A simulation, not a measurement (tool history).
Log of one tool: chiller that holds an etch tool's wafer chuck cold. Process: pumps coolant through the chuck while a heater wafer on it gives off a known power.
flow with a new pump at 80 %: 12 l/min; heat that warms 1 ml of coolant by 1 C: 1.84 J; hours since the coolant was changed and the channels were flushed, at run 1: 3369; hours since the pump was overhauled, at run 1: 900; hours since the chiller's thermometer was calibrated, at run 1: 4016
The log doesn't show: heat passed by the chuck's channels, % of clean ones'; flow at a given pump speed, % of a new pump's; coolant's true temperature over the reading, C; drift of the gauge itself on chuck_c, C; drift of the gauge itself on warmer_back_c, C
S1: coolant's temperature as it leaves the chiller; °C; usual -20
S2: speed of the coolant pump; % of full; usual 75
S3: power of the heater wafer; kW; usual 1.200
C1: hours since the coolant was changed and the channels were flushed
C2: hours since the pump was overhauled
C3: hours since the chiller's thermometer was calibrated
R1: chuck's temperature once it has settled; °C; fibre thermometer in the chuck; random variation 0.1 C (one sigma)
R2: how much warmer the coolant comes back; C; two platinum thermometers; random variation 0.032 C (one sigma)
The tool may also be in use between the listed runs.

run 1 day=0.000 | S1=-20 S2=75 S3=1.200 | C1=3369 C2=900 C3=4016 | R1=-9.3 R2=3.50
run 2 day=2.350 | S1=-20 S2=75 S3=1.221 | C1=3425 C2=956 C3=4072 | R1=-9.0 R2=3.55
run 3 day=4.525 | S1=-20 S2=75 S3=1.221 | C1=3477 C2=1008 C3=4124 | R1=-9.0 R2=3.68
run 4 day=6.733 | S1=-20 S2=75 S3=1.221 | C1=3530 C2=1061 C3=4177 | R1=-9.1 R2=3.62
run 5 day=8.962 | S1=-20 S2=75 S3=1.200 | C1=3584 C2=1115 C3=4231 | R1=-9.1 R2=3.57
run 6 day=12.329 | S1=-20 S2=75 S3=1.200 | C1=3665 C2=1196 C3=4311 | R1=-9.4 R2=3.67
run 7 day=15.371 | S1=-20 S2=75 S3=1.066 | C1=3738 C2=1269 C3=4385 | R1=-10.6 R2=3.32
run 8 day=17.483 | S1=-20 S2=75 S3=1.066 | C1=3788 C2=1319 C3=4435 | R1=-10.3 R2=3.30
run 9 day=19.325 | S1=-20 S2=75 S3=1.066 | C1=3833 C2=1364 C3=4479 | R1=-10.5 R2=3.32
run 10 day=21.362 | S1=-20 S2=75 S3=1.066 | C1=3882 C2=1413 C3=4528 | R1=-10.5 R2=3.38
run 11 day=23.929 | S1=-20 S2=99 S3=1.200 | C1=3943 C2=1474 C3=4590 | R1=-11.9 R2=2.86
run 12 day=26.446 | S1=-20 S2=99 S3=1.200 | C1=4004 C2=1535 C3=4650 | R1=-11.9 R2=2.87
run 13 day=28.571 | S1=-20 S2=99 S3=1.200 | C1=4055 C2=1586 C3=4701 | R1=-11.9 R2=2.86
run 14 day=31.067 | S1=-20 S2=88 S3=1.200 | C1=4114 C2=1645 C3=4761 | R1=-10.9 R2=3.20
-- day=31.867 gauge calibrated
run 15 day=32.850 | S1=-20 S2=88 S3=1.200 | C1=4157 C2=1688 C3=4804 | R1=-10.9 R2=2.92
run 16 day=34.425 | S1=-20 S2=75 S3=1.200 | C1=4195 C2=1726 C3=4842 | R1=-9.2 R2=3.50
run 17 day=37.375 | S1=-20 S2=75 S3=1.200 | C1=4266 C2=1797 C3=4913 | R1=-9.2 R2=3.63
run 18 day=40.296 | S1=-20 S2=75 S3=1.200 | C1=4336 C2=1867 C3=4983 | R1=-9.3 R2=3.60
run 19 day=43.579 | S1=-28 S2=95 S3=0.615 | C1=4415 C2=1946 C3=5061 | R1=-23.6 R2=1.59
run 20 day=45.217 | S1=-15 S2=76 S3=0.615 | C1=4454 C2=1985 C3=5101 | R1=-9.5 R2=1.89
run 21 day=47.179 | S1=-18 S2=89 S3=0.803 | C1=4501 C2=2032 C3=5148 | R1=-12.1 R2=2.06
run 22 day=49.858 | S1=-20 S2=74 S3=1.496 | C1=4565 C2=2096 C3=5212 | R1=-6.6 R2=4.66
run 23 day=51.892 | S1=-20 S2=96 S3=1.200 | C1=4614 C2=2145 C3=5261 | R1=-11.5 R2=2.87
-- day=54.888 chiller's thermometer calibrated
run 24 day=55.283 | S1=-25 S2=63 S3=1.200 | C1=4695 C2=2226 C3=9 | R1=-12.4 R2=4.55
run 25 day=57.788 | S1=-20 S2=89 S3=0.887 | C1=4755 C2=2286 C3=70 | R1=-13.3 R2=2.44
run 26 day=59.154 | S1=-20 S2=89 S3=0.887 | C1=4787 C2=2319 C3=102 | R1=-13.2 R2=2.47
run 27 day=62.517 | S1=-23 S2=75 S3=0.930 | C1=4868 C2=2399 C3=183 | R1=-14.6 R2=3.06
run 28 day=65.638 | S1=-23 S2=89 S3=0.930 | C1=4943 C2=2474 C3=258 | R1=-16.0 R2=2.60
run 29 day=68.996 | S1=-12 S2=75 S3=1.126 | C1=5024 C2=2555 C3=339 | R1=-1.9 R2=3.73
-- day=69.638 gauge calibrated
run 30 day=70.450 | S1=-12 S2=75 S3=1.126 | C1=5059 C2=2590 C3=373 | R1=-1.9 R2=3.34
run 31 day=72.362 | S1=-12 S2=75 S3=1.126 | C1=5104 C2=2636 C3=419 | R1=-2.0 R2=3.30

The same runs without the tool's hidden state, with the same run-to-run variation:
run=1 R2=3.50
run=2 R2=3.52
run=3 R2=3.62
run=4 R2=3.54
run=5 R2=3.46
run=6 R2=3.53
run=7 R2=3.14
run=8 R2=3.11
run=9 R2=3.10
run=10 R2=3.14
run=11 R2=2.59
run=12 R2=2.57
run=13 R2=2.54
run=14 R2=2.84
run=15 R2=2.91
run=16 R2=3.47
run=17 R2=3.57
run=18 R2=3.50
run=19 R2=1.46
run=20 R2=1.73
run=21 R2=1.89
run=22 R2=4.45
run=23 R2=2.64
run=24 R2=4.28
run=25 R2=2.15
run=26 R2=2.16
run=27 R2=2.71
run=28 R2=2.22
run=29 R2=3.30
run=30 R2=3.33
run=31 R2=3.26
R1: within 0.1 °C of the measured result in every run.
